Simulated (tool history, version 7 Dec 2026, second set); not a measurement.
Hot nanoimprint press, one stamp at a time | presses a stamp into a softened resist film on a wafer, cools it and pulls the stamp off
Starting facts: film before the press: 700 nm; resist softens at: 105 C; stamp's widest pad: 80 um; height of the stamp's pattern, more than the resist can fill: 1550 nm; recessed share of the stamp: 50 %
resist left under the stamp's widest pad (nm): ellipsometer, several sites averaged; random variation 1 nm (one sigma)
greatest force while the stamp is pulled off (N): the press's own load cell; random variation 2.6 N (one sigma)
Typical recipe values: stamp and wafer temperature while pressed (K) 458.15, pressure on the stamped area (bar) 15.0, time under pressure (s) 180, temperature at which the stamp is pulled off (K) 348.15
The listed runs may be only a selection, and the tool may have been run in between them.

run,hour,stamp and wafer temperature while pressed (K),pressure on the stamped area (bar),time under pressure (s),temperature at which the stamp is pulled off (K),resist left under the stamp's widest pad (nm),greatest force while the stamp is pulled off (N)
1,0.0,458.15,15.0,180,348.15,378.0,123
# hour 27.9: plate thermocouple calibrated
2,30.5,458.15,13.0,180,348.15,396.0,121
3,63.3,458.15,13.0,180,348.15,395.7,127
4,84.8,458.15,13.0,180,348.15,395.9,129
5,117.1,458.15,13.0,180,348.15,397.1,125
6,150.8,458.15,13.0,180,348.15,397.7,123
7,177.6,458.15,13.0,180,348.15,396.4,131
# hour 210.1: plate thermocouple calibrated, once more
8,211.7,458.15,15.0,180,346.15,382.7,142
9,245.1,458.15,15.0,180,346.15,379.9,141
10,267.8,458.15,15.0,180,346.15,381.7,150
11,299.9,458.15,15.0,180,346.15,383.4,150
12,321.6,453.15,15.0,180,346.15,425.4,152
13,359.7,458.15,15.0,180,348.15,381.6,149
14,384.5,458.15,15.0,180,348.15,382.2,144
15,420.0,458.15,22.0,180,348.15,322.8,151
16,442.8,447.15,13.3,257,344.15,454.2,171
17,471.3,447.15,13.3,257,344.15,452.5,176
18,493.6,458.15,9.7,180,348.15,454.0,155
19,519.9,458.15,9.7,180,348.15,451.6,157
20,553.1,458.15,9.0,132,335.15,501.2,217
21,578.5,458.15,23.4,165,348.15,322.0,164
# hour 601.3: stamp cleaned and given a new release coat
22,607.5,458.15,23.4,165,348.15,323.2,124
# hour 632.4: plate thermocouple calibrated
23,645.1,458.15,23.4,165,348.15,328.7,126
24,679.6,465.15,15.0,180,353.15,334.1,117
25,717.9,465.15,15.0,180,353.15,334.6,118
26,738.4,458.15,15.8,180,340.15,378.2,162
27,756.9,449.15,18.3,180,348.15,432.7,127
28,786.0,449.15,22.7,180,353.15,401.2,122
29,802.9,466.15,9.7,95,340.15,474.9,157

Branching from run 29: 3 alternative next runs. What would each branch give?
A,829.9,458.15,15.0,321,354.15,?,?
B,829.9,458.15,15.0,195,341.15,?,?
C,829.9,466.15,11.8,95,340.15,?,?

run,resist left under the stamp's widest pad (nm),greatest force while the stamp is pulled off (N)
A,317.7,120
B,376.1,157
C,445.7,168
With the hidden condition removed and each run's random variation left untouched, the same runs would have given:
run,resist left under the stamp's widest pad (nm),greatest force while the stamp is pulled off (N)
A,313.2,106
B,371.3,139
C,442.1,148
